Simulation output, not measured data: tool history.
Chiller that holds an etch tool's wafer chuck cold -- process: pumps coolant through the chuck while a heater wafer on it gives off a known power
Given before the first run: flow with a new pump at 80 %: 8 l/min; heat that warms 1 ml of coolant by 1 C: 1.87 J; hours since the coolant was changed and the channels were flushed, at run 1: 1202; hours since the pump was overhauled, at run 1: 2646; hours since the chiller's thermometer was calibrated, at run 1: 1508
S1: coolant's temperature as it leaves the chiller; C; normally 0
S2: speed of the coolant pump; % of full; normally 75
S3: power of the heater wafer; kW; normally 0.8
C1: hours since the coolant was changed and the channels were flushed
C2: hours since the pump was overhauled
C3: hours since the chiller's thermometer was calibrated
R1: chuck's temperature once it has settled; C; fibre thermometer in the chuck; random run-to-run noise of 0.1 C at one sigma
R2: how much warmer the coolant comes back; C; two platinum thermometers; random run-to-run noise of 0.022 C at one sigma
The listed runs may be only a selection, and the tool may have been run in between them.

| run | day | S1 | S2 | S3 | C1 | C2 | C3 | R1 | R2 |
|---|---|---|---|---|---|---|---|---|---|
| 1 | 0 | 0 | 75 | 0.8 | 1202 | 2646 | 1508 | 10.6 | 3.47 |
| 2 | 2.938 | 0 | 75 | 0.8 | 1273 | 2717 | 1578 | 10.8 | 3.39 |
| 3 | 5.983 | 0 | 75 | 0.8 | 1346 | 2790 | 1651 | 10.8 | 3.34 |
| 4 | 8.246 | 0 | 75 | 0.8 | 1400 | 2844 | 1706 | 10.7 | 3.34 |
| 5 | 10.475 | 0 | 75 | 0.8 | 1454 | 2898 | 1759 | 10.7 | 3.32 |
| 6 | 13.267 | -4 | 75 | 0.8 | 1520 | 2965 | 1826 | 7 | 3.27 |
| 7 | 14.854 | -4 | 75 | 0.8 | 1559 | 3003 | 1864 | 6.6 | 3.21 |
| 8 | 16.317 | 0 | 75 | 0.8 | 1594 | 3038 | 1899 | 10.8 | 3.23 |
| 9 | 19.054 | 0 | 75 | 0.8 | 1659 | 3104 | 1965 | 10.5 | 3.24 |
| 10 | 21.158 | 0 | 68 | 0.8 | 1710 | 3154 | 2016 | 11.4 | 3.55 |
| 11 | 22.512 | 0 | 75 | 0.541 | 1742 | 3187 | 2048 | 7.2 | 2.03 |
| 12 | 24.142 | 0 | 75 | 0.541 | 1782 | 3226 | 2087 | 7.1 | 2.05 |
| 13 | 25.571 | 0 | 75 | 0.541 | 1816 | 3260 | 2121 | 7.2 | 2.03 |
| 14 | 27.054 | 0 | 75 | 0.836 | 1851 | 3296 | 2157 | 11.1 | 3.23 |
| 15 | 29.292 | 0 | 75 | 0.836 | 1905 | 3349 | 2211 | 11.3 | 3.18 |
| 16 | 30.925 | -1 | 64 | 0.836 | 1944 | 3388 | 2250 | 11.2 | 3.81 |
| 17 | 33.571 | 1 | 74 | 1.142 | 2008 | 3452 | 2313 | 16.4 | 4.57 |
|  | 34.742 | gauge calibrated |
| 18 | 35.158 | 1 | 74 | 0.441 | 2046 | 3490 | 2352 | 7.1 | 1.88 |
| 19 | 37.058 | 5 | 63 | 0.428 | 2091 | 3536 | 2397 | 11.4 | 2.14 |
| 20 | 38.908 | 5 | 63 | 0.428 | 2136 | 3580 | 2441 | 11.3 | 2.14 |
| 21 | 40.604 | 5 | 63 | 0.428 | 2177 | 3621 | 2482 | 11.3 | 2.13 |
| 22 | 42.633 | -1 | 62 | 0.616 | 2225 | 3669 | 2531 | 8.1 | 3.06 |
| 23 | 44.988 | -1 | 62 | 0.616 | 2282 | 3726 | 2587 | 8.1 | 3.05 |
| 24 | 47.65 | -7 | 75 | 0.569 | 2346 | 3790 | 2651 | 0.7 | 2.3 |
| 25 | 49.917 | 0 | 75 | 1.151 | 2400 | 3844 | 2706 | 15.5 | 4.75 |
| 26 | 53.067 | 4 | 82 | 0.696 | 2476 | 3920 | 2781 | 12.9 | 2.48 |
| 27 | 55.579 | 0 | 97 | 0.8 | 2536 | 3980 | 2842 | 9.3 | 2.42 |

Take each entry between the runs: how does the hidden state at the last listed run before it differ from the hidden state at the first listed run after it?
Logged between run 17 and run 18: gauge calibrated (day 34.742)
  drift of the gauge itself on warmer_back_c, C: -0.42 -> -0.01
  measured result minus the result with no hidden state, R2: -0.42 -> -0.01 C
